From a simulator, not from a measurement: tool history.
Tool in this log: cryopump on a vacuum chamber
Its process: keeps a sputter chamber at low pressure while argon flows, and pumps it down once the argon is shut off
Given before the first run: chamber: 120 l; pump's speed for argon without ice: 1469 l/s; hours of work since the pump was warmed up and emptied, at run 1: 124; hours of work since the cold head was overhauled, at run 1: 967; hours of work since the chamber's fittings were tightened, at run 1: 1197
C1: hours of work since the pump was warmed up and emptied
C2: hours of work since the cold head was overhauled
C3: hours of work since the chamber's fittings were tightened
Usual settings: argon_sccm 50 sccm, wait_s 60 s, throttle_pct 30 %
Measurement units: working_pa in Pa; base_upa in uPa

run 1 hour=0 | argon_sccm=50 wait_s=60 throttle_pct=30 | C1=124 C2=967 C3=1197 | working_pa=0.1943 base_upa=2.66
run 2 hour=23.3 | argon_sccm=50 wait_s=60 throttle_pct=30 | C1=141 C2=984 C3=1214 | working_pa=0.1954 base_upa=2.65
run 3 hour=61.7 | argon_sccm=50 wait_s=216 throttle_pct=30 | C1=170 C2=1012 C3=1242 | working_pa=0.1963 base_upa=1.74
run 4 hour=106.7 | argon_sccm=50 wait_s=60 throttle_pct=30 | C1=203 C2=1046 C3=1276 | working_pa=0.1941 base_upa=2.74
run 5 hour=140.2 | argon_sccm=50 wait_s=60 throttle_pct=30 | C1=228 C2=1070 C3=1301 | working_pa=0.1955 base_upa=2.77
run 6 hour=185.5 | argon_sccm=95 wait_s=60 throttle_pct=30 | C1=262 C2=1104 C3=1334 | working_pa=0.3707 base_upa=2.79
run 7 hour=215.4 | argon_sccm=36 wait_s=60 throttle_pct=30 | C1=284 C2=1126 C3=1356 | working_pa=0.1415 base_upa=2.76
run 8 hour=245.2 | argon_sccm=55 wait_s=60 throttle_pct=30 | C1=306 C2=1148 C3=1379 | working_pa=0.2161 base_upa=2.85
run 9 hour=284.1 | argon_sccm=55 wait_s=51 throttle_pct=30 | C1=335 C2=1177 C3=1407 | working_pa=0.2156 base_upa=3.19
run 10 hour=325.5 | argon_sccm=51 wait_s=60 throttle_pct=30 | C1=365 C2=1208 C3=1438 | working_pa=0.201 base_upa=2.87
run 11 hour=369.1 | argon_sccm=51 wait_s=60 throttle_pct=30 | C1=398 C2=1240 C3=1470 | working_pa=0.2022 base_upa=3.05
run 12 hour=404.2 | argon_sccm=51 wait_s=60 throttle_pct=30 | C1=424 C2=1266 C3=1496 | working_pa=0.2005 base_upa=2.94
run 13 hour=427.3 | argon_sccm=51 wait_s=60 throttle_pct=26 | C1=441 C2=1283 C3=1514 | working_pa=0.231 base_upa=3.03
run 14 hour=446.9 | argon_sccm=39 wait_s=37 throttle_pct=35 | C1=455 C2=1298 C3=1528 | working_pa=0.1344 base_upa=3.97
run 15 hour=466.8 | argon_sccm=36 wait_s=217 throttle_pct=35 | C1=470 C2=1313 C3=1543 | working_pa=0.1211 base_upa=2.09
run 16 hour=493.3 | argon_sccm=48 wait_s=34 throttle_pct=25 | C1=490 C2=1332 C3=1563 | working_pa=0.2279 base_upa=4.11
run 17 hour=527.6 | argon_sccm=48 wait_s=34 throttle_pct=25 | C1=515 C2=1358 C3=1588 | working_pa=0.2277 base_upa=4.14
run 18 hour=546.9 | argon_sccm=48 wait_s=34 throttle_pct=25 | C1=530 C2=1372 C3=1602 | working_pa=0.2284 base_upa=4.11
run 19 hour=581.7 | argon_sccm=65 wait_s=60 throttle_pct=23 | C1=555 C2=1398 C3=1628 | working_pa=0.3362 base_upa=3.16
run 20 hour=628 | argon_sccm=65 wait_s=60 throttle_pct=23 | C1=590 C2=1432 C3=1662 | working_pa=0.334 base_upa=3.21
run 21 hour=658.6 | argon_sccm=65 wait_s=60 throttle_pct=23 | C1=612 C2=1455 C3=1685 | working_pa=0.3361 base_upa=3.23
run 22 hour=691.7 | argon_sccm=65 wait_s=33 throttle_pct=24 | C1=637 C2=1480 C3=1710 | working_pa=0.3235 base_upa=4.33
run 23 hour=734.4 | argon_sccm=50 wait_s=46 throttle_pct=26 | C1=669 C2=1511 C3=1741 | working_pa=0.2292 base_upa=3.83
run 24 hour=779.7 | argon_sccm=50 wait_s=46 throttle_pct=26 | C1=702 C2=1545 C3=1775 | working_pa=0.2329 base_upa=3.79
run 25 hour=821.5 | argon_sccm=50 wait_s=46 throttle_pct=26 | C1=733 C2=1576 C3=1806 | working_pa=0.2294 base_upa=3.94

Here are 3 independent what-if runs from the current tool condition. What would each one return?
run A hour=856.8 | argon_sccm=23 wait_s=112 throttle_pct=22 | C1=759 C2=1602 C3=1832 | working_pa=? base_upa=?
run B hour=856.8 | argon_sccm=41 wait_s=24 throttle_pct=26 | C1=759 C2=1602 C3=1832 | working_pa=? base_upa=?
run C hour=856.8 | argon_sccm=51 wait_s=60 throttle_pct=30 | C1=759 C2=1602 C3=1832 | working_pa=? base_upa=?

run=A working_pa=0.1252 base_upa=2.81
run=B working_pa=0.1904 base_upa=5.5
run=C working_pa=0.2068 base_upa=3.36
What these runs would have given with no unlogged condition in the tool:
run=A working_pa=0.1204 base_upa=0.94
run=B working_pa=0.1818 base_upa=3.64
run=C working_pa=0.1961 base_upa=1.55
